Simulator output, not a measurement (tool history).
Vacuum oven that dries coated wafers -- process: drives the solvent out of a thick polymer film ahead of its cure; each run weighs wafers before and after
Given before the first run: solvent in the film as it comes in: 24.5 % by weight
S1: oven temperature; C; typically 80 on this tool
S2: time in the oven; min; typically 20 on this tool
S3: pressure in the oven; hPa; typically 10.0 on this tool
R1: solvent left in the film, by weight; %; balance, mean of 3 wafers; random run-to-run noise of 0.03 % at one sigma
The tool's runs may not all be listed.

run,hour,S1,S2,S3,R1
1,0.0,80,20,10.0,3.97
2,40.6,80,20,10.0,3.97
3,85.3,80,20,15.4,4.41
4,125.0,80,20,12.0,4.13
5,203.8,80,20,16.7,4.51
6,281.0,80,20,10.0,3.95
7,321.7,80,20,10.0,3.94
8,362.4,80,20,10.0,3.92
9,402.8,80,21,10.0,3.67
10,483.2,80,21,10.0,3.71
11,568.1,80,28,10.0,2.48
12,638.7,80,20,8.9,3.78
13,686.8,80,20,10.0,3.84
# hour 696.1: vacuum gauge cleaned of residue and calibrated
14,762.0,80,20,10.0,3.95
15,811.4,80,20,10.0,3.96
16,852.5,80,20,10.0,3.95
17,916.5,80,20,10.0,3.90
18,987.6,80,20,10.0,3.95
19,1048.8,80,20,33.5,5.68
# hour 1079.1: vacuum gauge cleaned of residue and calibrated, once more
# hour 1108.2: oven's thermocouples calibrated
20,1135.1,80,20,33.5,6.13
21,1201.5,80,20,33.5,6.08
22,1246.5,80,20,10.0,4.08
23,1328.1,80,20,10.0,4.13
24,1417.2,75,34,26.4,4.98
25,1458.1,78,17,36.4,8.07
26,1542.2,78,17,36.4,8.00
27,1630.5,78,17,7.2,5.61
28,1702.3,78,17,7.2,5.66
29,1787.3,78,17,7.2,5.53
30,1830.6,76,22,5.8,4.63
31,1885.6,79,16,10.0,5.65
32,1945.0,80,27,16.4,3.11
33,2037.6,82,20,22.9,4.23
34,2108.3,82,21,22.9,4.05
35,2170.5,82,21,22.9,4.06
36,2219.6,82,21,22.9,3.95
37,2261.7,91,12,10.0,2.70
38,2355.7,91,12,10.0,2.70
39,2427.2,91,13,21.4,2.94
40,2515.2,91,13,10.0,2.32
41,2591.9,80,32,6.6,1.78
# hour 2652.3: oven's thermocouples calibrated
42,2682.3,87,32,6.6,1.07
43,2778.5,80,20,16.3,4.80
44,2869.5,82,10,16.3,8.14
45,2959.1,80,24,10.0,3.40
46,3001.2,87,25,10.0,1.62

Here are 4 independent what-if runs from the current tool condition. What would each one return?
A,3048.6,83,22,9.6,?
B,3048.6,89,13,25.6,?
C,3048.6,80,18,10.0,?
D,3048.6,80,11,10.0,?

run,R1
A,2.77
B,4.15
C,4.85
D,7.90
Had the tool no hidden state, the same runs would have come out as:
run,R1
A,2.43
B,3.95
C,4.56
D,7.72

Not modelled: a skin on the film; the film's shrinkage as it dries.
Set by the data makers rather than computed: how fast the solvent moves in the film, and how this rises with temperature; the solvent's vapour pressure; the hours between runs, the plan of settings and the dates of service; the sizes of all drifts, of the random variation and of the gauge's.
